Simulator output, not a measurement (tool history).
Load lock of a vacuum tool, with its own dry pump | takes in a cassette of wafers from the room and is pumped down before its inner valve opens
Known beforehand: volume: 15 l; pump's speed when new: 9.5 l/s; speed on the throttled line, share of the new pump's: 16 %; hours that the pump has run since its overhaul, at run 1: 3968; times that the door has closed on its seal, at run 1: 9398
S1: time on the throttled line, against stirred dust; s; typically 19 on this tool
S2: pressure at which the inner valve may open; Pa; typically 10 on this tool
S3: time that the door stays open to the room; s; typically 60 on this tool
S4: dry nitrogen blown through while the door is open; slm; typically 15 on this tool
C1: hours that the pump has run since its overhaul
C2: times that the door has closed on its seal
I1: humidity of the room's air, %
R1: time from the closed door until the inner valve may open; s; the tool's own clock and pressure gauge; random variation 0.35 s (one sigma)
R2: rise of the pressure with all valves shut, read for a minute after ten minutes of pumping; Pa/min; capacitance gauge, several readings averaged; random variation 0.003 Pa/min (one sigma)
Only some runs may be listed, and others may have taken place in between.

Run 1, day 0.000: usual settings; C1 3968; C2 9398; I1 43.0. Result: R1 31.5 s, R2 0.086 Pa/min.
Run 2, day 2.946: usual settings but S1 26 s; C1 4039; C2 9622; I1 41.5. Result: R1 37.4 s, R2 0.086 Pa/min.
Run 3, day 5.188: usual settings; C1 4093; C2 9794; I1 48.8. Result: R1 31.7 s, R2 0.092 Pa/min.
Run 4, day 9.425: usual settings; C1 4194; C2 10117; I1 43.1. Result: R1 31.7 s, R2 0.094 Pa/min.
Run 5, day 12.388: usual settings; C1 4266; C2 10343; I1 42.6. Result: R1 30.9 s, R2 0.087 Pa/min.
Run 6, day 15.446: usual settings; C1 4339; C2 10576; I1 44.4. Result: R1 31.0 s, R2 0.096 Pa/min.
Run 7, day 17.783: usual settings; C1 4395; C2 10754; I1 42.1. Result: R1 31.6 s, R2 0.087 Pa/min.
Run 8, day 21.442: usual settings; C1 4483; C2 11034; I1 45.9. Result: R1 31.0 s, R2 0.102 Pa/min.
Run 9, day 24.221: usual settings; C1 4550; C2 11246; I1 44.6. Result: R1 31.8 s, R2 0.100 Pa/min.
Run 10, day 27.100: usual settings; C1 4619; C2 11465; I1 44.4. Result: R1 31.6 s, R2 0.100 Pa/min.
Run 11, day 29.196: usual settings but S2 17 Pa; C1 4669; C2 11625; I1 43.9. Result: R1 30.6 s, R2 0.106 Pa/min.
Run 12, day 33.446: usual settings but S4 12 slm; C1 4771; C2 11949; I1 45.6. Result: R1 31.5 s, R2 0.105 Pa/min.
Run 13, day 37.379: usual settings but S4 12 slm; C1 4865; C2 12250; I1 42.4. Result: R1 31.4 s, R2 0.105 Pa/min.
Run 14, day 40.446: usual settings but S4 12 slm; C1 4939; C2 12484; I1 48.7. Result: R1 31.8 s, R2 0.118 Pa/min.
Run 15, day 43.600: usual settings but S2 7 Pa; C1 5015; C2 12724; I1 44.3. Result: R1 32.2 s, R2 0.112 Pa/min.
Run 16, day 46.162: usual settings but S2 19 Pa; C1 5076; C2 12920; I1 43.8. Result: R1 29.7 s, R2 0.109 Pa/min.
Run 17, day 50.650: usual settings but S2 16 Pa; C1 5184; C2 13262; I1 46.9. Result: R1 30.9 s, R2 0.113 Pa/min.
Run 18, day 53.646: usual settings; C1 5256; C2 13491; I1 44.5. Result: R1 31.3 s, R2 0.108 Pa/min.
Run 19, day 56.629: usual settings; C1 5327; C2 13718; I1 45.0. Result: R1 31.2 s, R2 0.121 Pa/min.
Run 20, day 58.862: usual settings but S1 16 s; C1 5381; C2 13889; I1 43.1. Result: R1 29.6 s, R2 0.115 Pa/min.
Run 21, day 62.558: usual settings but S1 28 s, S2 13 Pa, S4 6 slm; C1 5470; C2 14171; I1 45.5. Result: R1 38.6 s, R2 0.130 Pa/min.
Run 22, day 65.600: usual settings but S4 19 slm; C1 5543; C2 14403; I1 45.4. Result: R1 31.3 s, R2 0.118 Pa/min.
Run 23, day 68.308: usual settings but S1 25 s, S4 45 slm; C1 5608; C2 14609; I1 44.7. Result: R1 36.3 s, R2 0.105 Pa/min.
Run 24, day 70.400: usual settings but S1 17 s, S4 6 slm; C1 5658; C2 14769; I1 43.4. Result: R1 29.8 s, R2 0.131 Pa/min.
Run 25, day 72.533: usual settings but S1 17 s, S3 36 s, S4 14 slm; C1 5709; C2 14932; I1 49.2. Result: R1 30.3 s, R2 0.127 Pa/min.
Run 26, day 76.208: usual settings but S1 17 s, S3 36 s, S4 14 slm; C1 5797; C2 15212; I1 45.4. Result: R1 30.1 s, R2 0.121 Pa/min.
Run 27, day 78.675: usual settings but S1 17 s, S2 8 Pa, S3 68 s, S4 14 slm; C1 5856; C2 15400; I1 42.8. Result: R1 30.4 s, R2 0.128 Pa/min.
Run 28, day 81.950: usual settings but S2 16 Pa, S4 10 slm; C1 5935; C2 15650; I1 45.1. Result: R1 31.1 s, R2 0.138 Pa/min.
Run 29, day 85.433: usual settings but S2 18 Pa, S3 230 s, S4 5 slm; C1 6019; C2 15916; I1 45.7. Result: R1 30.2 s, R2 0.219 Pa/min.
Run 30, day 87.854: usual settings but S1 12 s, S2 13 Pa, S3 57 s, S4 14 slm; C1 6077; C2 16101; I1 42.7. Result: R1 25.9 s, R2 0.135 Pa/min.
Run 31, day 91.700: usual settings but S1 29 s, S2 13 Pa, S3 28 s, S4 38 slm; C1 6169; C2 16394; I1 47.3. Result: R1 39.5 s, R2 0.116 Pa/min.
Run 32, day 93.942: usual settings but S1 27 s, S4 7 slm; C1 6223; C2 16565; I1 46.0. Result: R1 38.8 s, R2 0.145 Pa/min.
Run 33, day 98.196: usual settings but S1 27 s, S4 7 slm; C1 6325; C2 16889; I1 46.1. Result: R1 38.5 s, R2 0.151 Pa/min.
Run 34, day 101.692: usual settings but S1 11 s, S2 15 Pa, S3 238 s, S4 27 slm; C1 6409; C2 17156; I1 41.9. Result: R1 24.8 s, R2 0.174 Pa/min.
Run 35, day 103.812: usual settings but S1 32 s, S2 14 Pa, S3 143 s, S4 16 slm; C1 6460; C2 17318; I1 48.6. Result: R1 41.2 s, R2 0.183 Pa/min.
Run 36, day 105.912: usual settings but S1 32 s, S2 16 Pa, S3 30 s, S4 16 slm; C1 6510; C2 17478; I1 47.2. Result: R1 41.9 s, R2 0.140 Pa/min.

What if the next run were any one of these 4? Each begins from the tool's condition after run 36:
Run A, day 108.008: usual settings but S1 26 s, S2 11 Pa; C1 6560; C2 17638; I1 46.4. Result: R1 ?, R2 ?.
Run B, day 108.008: usual settings but S1 17 s, S2 16 Pa, S3 30 s, S4 16 slm; C1 6560; C2 17638; I1 46.4. Result: R1 ?, R2 ?.
Run C, day 108.008: usual settings but S1 17 s, S2 9 Pa, S3 156 s; C1 6560; C2 17638; I1 42.6. Result: R1 ?, R2 ?.
Run D, day 108.008: usual settings but S1 13 s; C1 6560; C2 17638; I1 44.4. Result: R1 ?, R2 ?.

run    R1     R2
  A  38.0  0.147
  B  29.5  0.138
  C  30.2  0.184
  D  27.0  0.146
Stripped of hidden state, with their random variation kept, the same runs would have yielded:
run    R1     R2
  A  36.8  0.037
  B  28.1  0.030
  C  28.8  0.075
  D  25.5  0.039
